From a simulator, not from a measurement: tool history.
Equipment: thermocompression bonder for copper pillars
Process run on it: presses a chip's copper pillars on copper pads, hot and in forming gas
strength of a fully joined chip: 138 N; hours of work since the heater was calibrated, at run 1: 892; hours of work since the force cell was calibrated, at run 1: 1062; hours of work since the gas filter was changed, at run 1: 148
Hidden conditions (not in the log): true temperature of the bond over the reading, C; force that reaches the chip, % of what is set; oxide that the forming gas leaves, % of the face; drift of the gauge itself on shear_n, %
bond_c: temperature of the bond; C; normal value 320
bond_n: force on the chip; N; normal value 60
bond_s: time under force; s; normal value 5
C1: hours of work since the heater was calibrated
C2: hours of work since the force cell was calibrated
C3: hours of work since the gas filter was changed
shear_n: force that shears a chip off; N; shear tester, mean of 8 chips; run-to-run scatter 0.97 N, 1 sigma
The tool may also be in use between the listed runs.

{"run": 1, "hour": 0.0, "bond_c": 320, "bond_n": 60, "bond_s": 5, "C1": 892, "C2": 1062, "C3": 148, "shear_n": 72.5}
{"run": 2, "hour": 29.8, "bond_c": 320, "bond_n": 60, "bond_s": 5, "C1": 913, "C2": 1083, "C3": 169, "shear_n": 73.4}
{"run": 3, "hour": 64.6, "bond_c": 320, "bond_n": 60, "bond_s": 5, "C1": 938, "C2": 1108, "C3": 194, "shear_n": 72.1}
{"run": 4, "hour": 81.0, "bond_c": 320, "bond_n": 60, "bond_s": 5, "C1": 950, "C2": 1120, "C3": 206, "shear_n": 71.9}
{"run": 5, "hour": 118.5, "bond_c": 349, "bond_n": 60, "bond_s": 5, "C1": 976, "C2": 1146, "C3": 232, "shear_n": 93.4}
{"run": 6, "hour": 147.9, "bond_c": 349, "bond_n": 60, "bond_s": 5, "C1": 997, "C2": 1167, "C3": 253, "shear_n": 92.7}
{"run": 7, "hour": 164.8, "bond_c": 320, "bond_n": 60, "bond_s": 5, "C1": 1009, "C2": 1179, "C3": 265, "shear_n": 69.4}
{"run": 8, "hour": 194.8, "bond_c": 320, "bond_n": 60, "bond_s": 5, "C1": 1030, "C2": 1201, "C3": 287, "shear_n": 68.3}
{"hour": 212.5, "done": "heater calibrated with a thermocouple chip"}
{"hour": 213.0, "done": "forming gas filter changed"}
{"run": 9, "hour": 228.2, "bond_c": 320, "bond_n": 60, "bond_s": 5, "C1": 11, "C2": 1223, "C3": 11, "shear_n": 78.8}
{"run": 10, "hour": 256.9, "bond_c": 320, "bond_n": 60, "bond_s": 5, "C1": 31, "C2": 1243, "C3": 31, "shear_n": 79}
{"run": 11, "hour": 288.1, "bond_c": 320, "bond_n": 60, "bond_s": 5, "C1": 53, "C2": 1265, "C3": 53, "shear_n": 78.8}
{"run": 12, "hour": 318.6, "bond_c": 320, "bond_n": 60, "bond_s": 5, "C1": 75, "C2": 1287, "C3": 75, "shear_n": 79.1}
{"run": 13, "hour": 351.9, "bond_c": 320, "bond_n": 60, "bond_s": 5, "C1": 99, "C2": 1311, "C3": 99, "shear_n": 79}
{"run": 14, "hour": 387.3, "bond_c": 320, "bond_n": 60, "bond_s": 5, "C1": 124, "C2": 1336, "C3": 124, "shear_n": 78}
{"run": 15, "hour": 412.6, "bond_c": 310, "bond_n": 60, "bond_s": 5, "C1": 142, "C2": 1354, "C3": 142, "shear_n": 69.7}
{"run": 16, "hour": 441.5, "bond_c": 310, "bond_n": 60, "bond_s": 5, "C1": 162, "C2": 1374, "C3": 162, "shear_n": 67.7}
{"run": 17, "hour": 470.6, "bond_c": 316, "bond_n": 60, "bond_s": 7, "C1": 183, "C2": 1395, "C3": 183, "shear_n": 81.5}
{"run": 18, "hour": 506.1, "bond_c": 316, "bond_n": 89, "bond_s": 8, "C1": 208, "C2": 1420, "C3": 208, "shear_n": 99.8}
{"run": 19, "hour": 526.3, "bond_c": 316, "bond_n": 89, "bond_s": 9, "C1": 223, "C2": 1434, "C3": 223, "shear_n": 104.3}
{"run": 20, "hour": 554.0, "bond_c": 322, "bond_n": 60, "bond_s": 3, "C1": 242, "C2": 1454, "C3": 242, "shear_n": 63}
{"run": 21, "hour": 571.5, "bond_c": 324, "bond_n": 60, "bond_s": 5, "C1": 255, "C2": 1466, "C3": 255, "shear_n": 76.5}
{"run": 22, "hour": 593.6, "bond_c": 325, "bond_n": 78, "bond_s": 5, "C1": 270, "C2": 1482, "C3": 270, "shear_n": 88.8}
{"run": 23, "hour": 622.5, "bond_c": 302, "bond_n": 48, "bond_s": 6, "C1": 291, "C2": 1503, "C3": 291, "shear_n": 53.6}
{"hour": 633.2, "done": "forming gas filter changed"}
{"run": 24, "hour": 642.2, "bond_c": 302, "bond_n": 48, "bond_s": 6, "C1": 305, "C2": 1516, "C3": 6, "shear_n": 58.8}
{"run": 25, "hour": 675.6, "bond_c": 302, "bond_n": 48, "bond_s": 6, "C1": 328, "C2": 1540, "C3": 30, "shear_n": 56.7}
{"run": 26, "hour": 704.1, "bond_c": 303, "bond_n": 37, "bond_s": 11, "C1": 348, "C2": 1560, "C3": 50, "shear_n": 59.2}
{"run": 27, "hour": 729.4, "bond_c": 345, "bond_n": 36, "bond_s": 5, "C1": 366, "C2": 1578, "C3": 68, "shear_n": 71.9}
{"run": 28, "hour": 755.1, "bond_c": 293, "bond_n": 57, "bond_s": 8, "C1": 385, "C2": 1597, "C3": 87, "shear_n": 62.9}
{"run": 29, "hour": 786.5, "bond_c": 293, "bond_n": 37, "bond_s": 5, "C1": 407, "C2": 1619, "C3": 109, "shear_n": 36.9}
{"run": 30, "hour": 812.0, "bond_c": 293, "bond_n": 37, "bond_s": 5, "C1": 425, "C2": 1637, "C3": 127, "shear_n": 37.4}

Estimate the outcome of run 31 from the log above:
{"run": 31, "hour": 846.6, "bond_c": 320, "bond_n": 61, "bond_s": 5, "C1": 450, "C2": 1662, "C3": 152, "shear_n": "?"}

Run 31 produced shear_n 75.2 N.
Without the tool's hidden state the same run would have given shear_n 84 N.
